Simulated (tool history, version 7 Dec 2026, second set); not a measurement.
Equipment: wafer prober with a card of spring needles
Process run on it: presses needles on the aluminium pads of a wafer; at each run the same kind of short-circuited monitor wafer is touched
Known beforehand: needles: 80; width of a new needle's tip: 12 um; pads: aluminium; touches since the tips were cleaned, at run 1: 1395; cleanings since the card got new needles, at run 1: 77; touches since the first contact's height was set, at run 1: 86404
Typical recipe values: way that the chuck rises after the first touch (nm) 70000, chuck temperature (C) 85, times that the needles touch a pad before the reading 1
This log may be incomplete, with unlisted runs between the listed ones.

run	hour	way that the chuck rises after the first touch (nm)	chuck temperature (C)	times that the needles touch a pad before the reading	touches since the tips were cleaned	cleanings since the card got new needles	touches since the first contact's height was set	resistance of one needle with its contact and lead (mohm)	way that a needle slides on the pad (nm)
1	0.0	70000	85	1	1395	77	86404	173	8790
# hour 4.8: tips cleaned on abrasive film
# hour 14.2: tips cleaned on abrasive film
# hour 26.0: tips cleaned on abrasive film
# hour 37.8: tips cleaned on abrasive film
# hour 47.2: tips cleaned on abrasive film
# hour 56.6: tips cleaned on abrasive film
2	63.0	70000	85	1	1472	83	100872	180	8360
# hour 65.6: height of the first contact set anew
# hour 68.1: tips cleaned on abrasive film
# hour 77.5: tips cleaned on abrasive film
# hour 89.3: tips cleaned on abrasive film
# hour 98.7: tips cleaned on abrasive film
# hour 110.5: tips cleaned on abrasive film
# hour 119.9: tips cleaned on abrasive film
# hour 129.4: tips cleaned on abrasive film
3	131.7	70000	85	1	538	90	15158	146	9170
# hour 141.2: tips cleaned on abrasive film
# hour 150.6: tips cleaned on abrasive film
# hour 162.4: tips cleaned on abrasive film
# hour 171.8: tips cleaned on abrasive film
# hour 181.3: tips cleaned on abrasive film
4	182.9	70000	85	2	371	95	26901	140	9200
# hour 192.3: tips cleaned on abrasive film
# hour 201.7: tips cleaned on abrasive film
# hour 213.5: tips cleaned on abrasive film
# hour 218.3: tips cleaned on abrasive film, once more
# hour 227.7: tips cleaned on abrasive film
# hour 239.5: tips cleaned on abrasive film
5	244.7	70000	85	2	1210	101	41106	156	8990
# hour 249.5: tips cleaned on abrasive film
# hour 258.9: tips cleaned on abrasive film
# hour 268.4: tips cleaned on abrasive film
# hour 277.8: tips cleaned on abrasive film
# hour 287.3: tips cleaned on abrasive film
# hour 296.7: tips cleaned on abrasive film
6	303.9	70000	85	2	1666	107	54684	161	8840
# hour 306.3: tips cleaned on abrasive film
# hour 315.8: tips cleaned on abrasive film
# hour 325.2: tips cleaned on abrasive film
# hour 334.6: tips cleaned on abrasive film
# hour 346.4: tips cleaned on abrasive film
7	350.9	70000	85	2	1049	112	65477	150	8830
# hour 358.0: tips cleaned on abrasive film
# hour 367.5: tips cleaned on abrasive film
# hour 376.9: tips cleaned on abrasive film
# hour 388.7: tips cleaned on abrasive film
# hour 398.1: tips cleaned on abrasive film
8	400.7	70000	85	2	583	117	76889	148	8860
# hour 407.8: tips cleaned on abrasive film
# hour 417.2: tips cleaned on abrasive film
# hour 426.7: tips cleaned on abrasive film
# hour 438.4: tips cleaned on abrasive film
# hour 447.9: tips cleaned on abrasive film
# hour 457.3: tips cleaned on abrasive film
# hour 466.8: tips cleaned on abrasive film
9	469.5	70000	85	2	628	124	92683	149	8600
# hour 476.6: tips cleaned on abrasive film
# hour 486.0: tips cleaned on abrasive film
# hour 497.8: tips cleaned on abrasive film
# hour 507.5: height of the first contact set anew
# hour 509.9: tips cleaned on abrasive film
# hour 519.3: tips cleaned on abrasive film
# hour 531.1: tips cleaned on abrasive film
10	533.0	70000	63	1	431	130	5846	152	9370
# hour 542.4: tips cleaned on abrasive film
# hour 551.9: tips cleaned on abrasive film
# hour 563.6: tips cleaned on abrasive film
# hour 575.4: tips cleaned on abrasive film
# hour 587.2: tips cleaned on abrasive film
11	592.3	70000	85	1	1178	135	19477	170	9150
# hour 597.0: tips cleaned on abrasive film
# hour 608.8: tips cleaned on abrasive film
# hour 620.6: tips cleaned on abrasive film
12	623.5	70000	38	1	669	138	26644	158	9070
# hour 630.6: tips cleaned on abrasive film
# hour 642.4: tips cleaned on abrasive film
# hour 654.1: tips cleaned on abrasive film
# hour 663.6: tips cleaned on abrasive film
13	670.6	57000	64	1	1624	142	37473	213	7220
# hour 673.3: tips cleaned on abrasive film
# hour 682.8: tips cleaned on abrasive film
# hour 692.2: tips cleaned on abrasive film
# hour 701.7: tips cleaned on abrasive film
# hour 711.1: tips cleaned on abrasive film
# hour 720.5: tips cleaned on abrasive film
# hour 732.3: tips cleaned on abrasive film
14	740.9	57000	64	2	1991	149	53615	198	7220
# hour 743.3: tips cleaned on abrasive film
# hour 755.1: tips cleaned on abrasive film
# hour 766.9: tips cleaned on abrasive film
# hour 778.7: tips cleaned on abrasive film
15	781.6	75000	52	2	685	153	62963	142	9530
# hour 788.7: tips cleaned on abrasive film
# hour 798.2: tips cleaned on abrasive film
# hour 810.0: tips cleaned on abrasive film
# hour 821.7: tips cleaned on abrasive film
# hour 833.5: tips cleaned on abrasive film
16	839.4	78000	95	2	1378	158	76254	157	9950
# hour 844.2: tips cleaned on abrasive film
# hour 853.7: tips cleaned on abrasive film
# hour 863.1: tips cleaned on abrasive film
# hour 872.5: tips cleaned on abrasive film
# hour 884.3: tips cleaned on abrasive film
# hour 893.8: tips cleaned on abrasive film
17	899.3	78000	95	2	1290	164	89998	154	9790
# hour 904.1: tips cleaned on abrasive film
# hour 915.9: tips cleaned on abrasive film
# hour 925.3: tips cleaned on abrasive film
# hour 934.8: tips cleaned on abrasive film
# hour 945.5: tips cleaned on abrasive film
18	945.5	76000	26	1	0	169	100593	135	9500
# hour 948.2: height of the first contact set anew
# hour 957.6: tips cleaned on abrasive film
# hour 967.0: tips cleaned on abrasive film
# hour 978.8: tips cleaned on abrasive film
19	981.9	76000	26	1	717	172	7757	153	10130
# hour 989.0: tips cleaned on abrasive film
# hour 1000.8: tips cleaned on abrasive film
# hour 1012.6: tips cleaned on abrasive film
# hour 1024.3: tips cleaned on abrasive film
# hour 1033.8: tips cleaned on abrasive film
20	1037.7	54000	60	2	907	177	20575	172	7030
# hour 1044.8: tips cleaned on abrasive film
# hour 1054.2: tips cleaned on abrasive film
# hour 1066.0: tips cleaned on abrasive film
# hour 1077.8: tips cleaned on abrasive film
# hour 1089.6: tips cleaned on abrasive film
# hour 1101.3: tips cleaned on abrasive film
21	1108.1	54000	60	2	1576	183	36770	198	7020
# hour 1112.9: tips cleaned on abrasive film
# hour 1122.4: tips cleaned on abrasive film
# hour 1131.8: tips cleaned on abrasive film
# hour 1141.2: tips cleaned on abrasive film
# hour 1153.0: tips cleaned on abrasive film
# hour 1164.8: tips cleaned on abrasive film
# hour 1176.6: tips cleaned on abrasive film
22	1177.9	54000	60	2	307	190	52780	157	6890
# hour 1187.3: tips cleaned on abrasive film
# hour 1196.8: tips cleaned on abrasive film
# hour 1206.2: tips cleaned on abrasive film
# hour 1215.7: tips cleaned on abrasive film
# hour 1227.4: tips cleaned on abrasive film
# hour 1239.2: tips cleaned on abrasive film
23	1248.1	52000	51	1	2059	196	68918	301	6490
# hour 1250.5: tips cleaned on abrasive film
# hour 1260.0: tips cleaned on abrasive film
# hour 1269.4: tips cleaned on abrasive film
# hour 1281.4: card fitted with new needles
# hour 1293.2: tips cleaned on abrasive film
# hour 1302.6: tips cleaned on abrasive film
# hour 1312.1: tips cleaned on abrasive film
24	1319.5	52000	99	1	1721	3	8760	181	6930

4 ways to go on from here, each from the tool as it stands after run 24. What would each give?
# hour 1321.9: tips cleaned on abrasive film
# hour 1333.7: tips cleaned on abrasive film
# hour 1345.5: tips cleaned on abrasive film
A	1351.6	84000	74	1	1410	6	16126	?	?
# hour 1321.9: tips cleaned on abrasive film
# hour 1333.7: tips cleaned on abrasive film
# hour 1345.5: tips cleaned on abrasive film
B	1351.6	59000	51	3	1410	6	16126	?	?
# hour 1321.9: tips cleaned on abrasive film
# hour 1333.7: tips cleaned on abrasive film
# hour 1345.5: tips cleaned on abrasive film
C	1351.6	77000	94	1	1410	6	16126	?	?
# hour 1321.9: tips cleaned on abrasive film
# hour 1333.7: tips cleaned on abrasive film
# hour 1345.5: tips cleaned on abrasive film
D	1351.6	64000	89	1	1410	6	16126	?	?

run	resistance of one needle with its contact and lead (mohm)	way that a needle slides on the pad (nm)
A	148	11200
B	140	7810
C	149	10250
D	160	8400
Without the tool's hidden state the same runs would have given:
run	resistance of one needle with its contact and lead (mohm)	way that a needle slides on the pad (nm)
A	126	11290
B	127	7900
C	126	10330
D	131	8490
